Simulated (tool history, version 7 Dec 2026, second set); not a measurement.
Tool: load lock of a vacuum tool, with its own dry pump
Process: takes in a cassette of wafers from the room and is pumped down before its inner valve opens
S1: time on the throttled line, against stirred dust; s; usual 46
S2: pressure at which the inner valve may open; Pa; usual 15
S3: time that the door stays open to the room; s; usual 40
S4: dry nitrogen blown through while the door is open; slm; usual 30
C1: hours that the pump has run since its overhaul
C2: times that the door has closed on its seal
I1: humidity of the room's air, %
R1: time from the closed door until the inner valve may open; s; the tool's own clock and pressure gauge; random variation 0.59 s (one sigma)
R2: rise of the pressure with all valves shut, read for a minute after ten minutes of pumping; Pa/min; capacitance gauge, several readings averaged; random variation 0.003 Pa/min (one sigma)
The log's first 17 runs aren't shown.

| run | hour | S1 | S2 | S3 | S4 | C1 | C2 | I1 | R1 | R2 |
|---|---|---|---|---|---|---|---|---|---|---|
| 18 | 2606.3 | 46 | 14 | 40 | 35 | 8585 | 26098 | 44.7 | 88.3 | 0.234 |
| 19 | 2784.7 | 40 | 15 | 54 | 30 | 8763 | 26779 | 43.1 | 83.1 | 0.251 |
| 20 | 2999.9 | 25 | 15 | 54 | 30 | 8978 | 27601 | 45.5 | 72.3 | 0.263 |
| 21 | 3216.9 | 25 | 15 | 54 | 30 | 9195 | 28430 | 44.6 | 73.0 | 0.279 |
| 22 | 3400.6 | 46 | 25 | 54 | 30 | 9379 | 29132 | 41.1 | 84.2 | 0.282 |
| 23 | 3605.4 | 46 | 25 | 54 | 30 | 9584 | 29914 | 41.7 | 83.9 | 0.289 |
| 24 | 3793.8 | 83 | 15 | 149 | 7 | 9772 | 30633 | 44.7 | 113.0 | 0.333 |
| 25 | 3948.1 | 83 | 15 | 149 | 7 | 9927 | 31223 | 45.5 | 113.7 | 0.339 |
| 26 | 4104.4 | 33 | 30 | 40 | 30 | 10083 | 31820 | 45.1 | 74.4 | 0.321 |
| 27 | 4250.2 | 33 | 11 | 40 | 9 | 10229 | 32376 | 45.1 | 81.5 | 0.346 |

Forecast run 28:
| 28 | 4397.0 | 38 | 15 | 40 | 4 | 10375 | 32937 | 41.8 | ? | ? |

R1: 80.6 s
R2: 0.347 Pa/min
Without the tool's hidden state the same run would have given R1 77.3 s, R2 0.026 Pa/min.
